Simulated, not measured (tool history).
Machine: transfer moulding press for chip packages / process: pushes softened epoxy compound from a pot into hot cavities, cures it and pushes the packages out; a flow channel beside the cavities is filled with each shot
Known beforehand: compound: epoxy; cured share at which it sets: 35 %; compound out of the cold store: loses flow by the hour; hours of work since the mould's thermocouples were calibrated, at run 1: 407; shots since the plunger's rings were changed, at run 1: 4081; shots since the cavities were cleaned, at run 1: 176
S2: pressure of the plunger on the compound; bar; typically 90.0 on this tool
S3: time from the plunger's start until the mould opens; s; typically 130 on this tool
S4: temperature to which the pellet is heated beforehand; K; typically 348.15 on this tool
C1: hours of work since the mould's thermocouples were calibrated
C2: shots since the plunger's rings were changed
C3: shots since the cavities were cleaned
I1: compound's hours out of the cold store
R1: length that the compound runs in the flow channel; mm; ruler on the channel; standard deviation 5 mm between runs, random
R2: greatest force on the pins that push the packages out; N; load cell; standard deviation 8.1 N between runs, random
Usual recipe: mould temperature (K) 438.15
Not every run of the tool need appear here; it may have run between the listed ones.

run 1 hour=0.0 | mould_temperature_(K)=438.15 S2=90.0 S3=130 S4=348.15 | C1=407 C2=4081 C3=176 | I1=23.9 | R1=865 R2=482
run 2 hour=21.0 | mould_temperature_(K)=438.15 S2=90.0 S3=130 S4=348.15 | C1=420 C2=4276 C3=371 | I1=23.1 | R1=853 R2=582
run 3 hour=45.4 | mould_temperature_(K)=438.15 S2=90.0 S3=130 S4=348.15 | C1=436 C2=4502 C3=597 | I1=26.4 | R1=831 R2=655
-- hour=55.4 plunger's sealing rings changed
-- hour=56.9 cavities cleaned with cleaning compound and waxed
run 4 hour=68.2 | mould_temperature_(K)=438.15 S2=90.0 S3=130 S4=348.15 | C1=448 C2=105 C3=105 | I1=29.9 | R1=886 R2=472
run 5 hour=93.7 | mould_temperature_(K)=438.15 S2=90.0 S3=130 S4=348.15 | C1=464 C2=341 C3=341 | I1=34.9 | R1=851 R2=566
run 6 hour=116.9 | mould_temperature_(K)=438.15 S2=90.0 S3=130 S4=348.15 | C1=479 C2=556 C3=556 | I1=40.3 | R1=825 R2=636
-- hour=128.9 cavities cleaned with cleaning compound and waxed
run 7 hour=134.7 | mould_temperature_(K)=438.15 S2=90.0 S3=130 S4=348.15 | C1=490 C2=707 C3=54 | I1=36.6 | R1=843 R2=417
run 8 hour=153.5 | mould_temperature_(K)=438.15 S2=109.5 S3=130 S4=348.15 | C1=502 C2=881 C3=228 | I1=26.2 | R1=982 R2=532
run 9 hour=168.2 | mould_temperature_(K)=438.15 S2=90.0 S3=130 S4=348.15 | C1=511 C2=1017 C3=364 | I1=32.0 | R1=864 R2=606
-- hour=176.5 mould's thermocouples calibrated
run 10 hour=182.1 | mould_temperature_(K)=438.15 S2=109.6 S3=130 S4=348.15 | C1=4 C2=1128 C3=475 | I1=30.9 | R1=955 R2=628
-- hour=203.5 cavities cleaned with cleaning compound and waxed
run 11 hour=206.8 | mould_temperature_(K)=438.15 S2=90.0 S3=130 S4=348.15 | C1=19 C2=1343 C3=31 | I1=26.0 | R1=904 R2=393
run 12 hour=226.9 | mould_temperature_(K)=435.15 S2=90.0 S3=130 S4=348.15 | C1=31 C2=1529 C3=217 | I1=11.2 | R1=1003 R2=589
run 13 hour=249.8 | mould_temperature_(K)=435.15 S2=90.0 S3=130 S4=348.15 | C1=46 C2=1741 C3=429 | I1=38.7 | R1=835 R2=647
run 14 hour=262.7 | mould_temperature_(K)=435.15 S2=90.0 S3=130 S4=348.15 | C1=54 C2=1861 C3=549 | I1=35.5 | R1=850 R2=649
-- hour=275.5 cavities cleaned with cleaning compound and waxed
run 15 hour=283.7 | mould_temperature_(K)=444.15 S2=90.5 S3=148 S4=356.15 | C1=67 C2=2041 C3=76 | I1=32.5 | R1=826 R2=394
run 16 hour=309.1 | mould_temperature_(K)=444.15 S2=90.5 S3=148 S4=353.15 | C1=83 C2=2277 C3=312 | I1=36.9 | R1=792 R2=559
run 17 hour=329.6 | mould_temperature_(K)=438.15 S2=90.0 S3=133 S4=348.15 | C1=96 C2=2466 C3=501 | I1=47.9 | R1=762 R2=623
-- hour=347.3 cavities cleaned with cleaning compound and waxed
run 18 hour=354.0 | mould_temperature_(K)=438.15 S2=80.1 S3=150 S4=348.15 | C1=111 C2=2679 C3=63 | I1=22.4 | R1=848 R2=402
run 19 hour=367.0 | mould_temperature_(K)=438.15 S2=80.1 S3=150 S4=348.15 | C1=120 C2=2799 C3=183 | I1=22.9 | R1=839 R2=517
run 20 hour=387.6 | mould_temperature_(K)=438.15 S2=80.1 S3=150 S4=348.15 | C1=133 C2=2990 C3=374 | I1=21.8 | R1=840 R2=586
run 21 hour=406.2 | mould_temperature_(K)=438.15 S2=80.1 S3=150 S4=340.15 | C1=145 C2=3162 C3=546 | I1=16.4 | R1=876 R2=644
-- hour=419.5 cavities cleaned with cleaning compound and waxed
run 22 hour=419.5 | mould_temperature_(K)=431.15 S2=72.7 S3=130 S4=342.15 | C1=152 C2=3272 C3=1 | I1=38.1 | R1=754 R2=453
run 23 hour=441.6 | mould_temperature_(K)=441.15 S2=72.7 S3=130 S4=342.15 | C1=167 C2=3476 C3=205 | I1=38.6 | R1=703 R2=537
run 24 hour=457.3 | mould_temperature_(K)=439.15 S2=72.7 S3=130 S4=353.15 | C1=177 C2=3621 C3=350 | I1=14.6 | R1=825 R2=581
run 25 hour=483.2 | mould_temperature_(K)=438.15 S2=90.0 S3=150 S4=344.15 | C1=193 C2=3861 C3=590 | I1=38.5 | R1=792 R2=634
-- hour=491.9 cavities cleaned with cleaning compound and waxed
run 26 hour=507.0 | mould_temperature_(K)=444.15 S2=90.0 S3=130 S4=348.15 | C1=208 C2=4068 C3=140 | I1=30.1 | R1=802 R2=462
run 27 hour=527.0 | mould_temperature_(K)=433.15 S2=102.0 S3=130 S4=348.15 | C1=220 C2=4253 C3=325 | I1=13.0 | R1=1011 R2=663

Predict each of these 3 candidate next runs independently; none follows another, all start after run 27:
run A hour=538.6 | mould_temperature_(K)=435.15 S2=102.0 S3=163 S4=348.15 | C1=228 C2=4361 C3=433 | I1=16.0 | R1=? R2=?
run B hour=538.6 | mould_temperature_(K)=438.15 S2=90.7 S3=162 S4=353.15 | C1=228 C2=4361 C3=433 | I1=8.1 | R1=? R2=?
run C hour=538.6 | mould_temperature_(K)=438.15 S2=90.0 S3=130 S4=344.15 | C1=228 C2=4361 C3=433 | I1=11.2 | R1=? R2=?

run=A R1=990 R2=620
run=B R1=968 R2=593
run=C R1=942 R2=623
The same runs, with their run-to-run variation unchanged, on a tool lacking any hidden condition would have given:
run=A R1=1074 R2=356
run=B R1=1049 R2=338
run=C R1=1020 R2=359

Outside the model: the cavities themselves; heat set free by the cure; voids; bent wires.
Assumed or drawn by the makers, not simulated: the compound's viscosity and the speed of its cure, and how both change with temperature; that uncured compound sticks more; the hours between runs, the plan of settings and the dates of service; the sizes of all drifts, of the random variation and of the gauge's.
